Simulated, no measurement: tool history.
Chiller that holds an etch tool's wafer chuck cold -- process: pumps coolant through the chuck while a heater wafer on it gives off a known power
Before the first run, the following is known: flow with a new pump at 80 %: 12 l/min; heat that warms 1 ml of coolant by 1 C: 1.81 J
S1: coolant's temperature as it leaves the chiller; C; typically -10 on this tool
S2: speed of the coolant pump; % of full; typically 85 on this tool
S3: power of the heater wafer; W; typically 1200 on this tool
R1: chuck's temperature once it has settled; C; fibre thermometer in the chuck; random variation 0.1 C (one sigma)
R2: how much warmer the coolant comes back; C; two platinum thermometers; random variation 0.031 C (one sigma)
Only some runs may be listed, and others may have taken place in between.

run   hour   S1  S2    S3    R1    R2
  1      0  -10  85  1200  -0.5  3.44
  2   56.2  -10  85  1200  -0.4  3.41
  3  190.1   -8  85  1200   1.8  3.43
  4  253.2   -8  85  1200   1.9   3.5
  5    373   -8  85  1200   2.1  3.45
  6  504.7   -8  85  1200   2.2  3.54
  7  619.5  -10  85  1200     0  3.58
  8  723.2  -10  85  1380   1.8  4.07
  9  795.1  -10  85  1380   2.1  4.05

What does the tool deliver on the next run?
 10  877.7  -12  85  804   ?   ?

For run 10 the tool returned R1 -5 C, R2 2.4 C.
If the tool had no hidden condition, the same run with the same run-to-run variation would have returned R1 -6.9 C, R2 2.08 C.
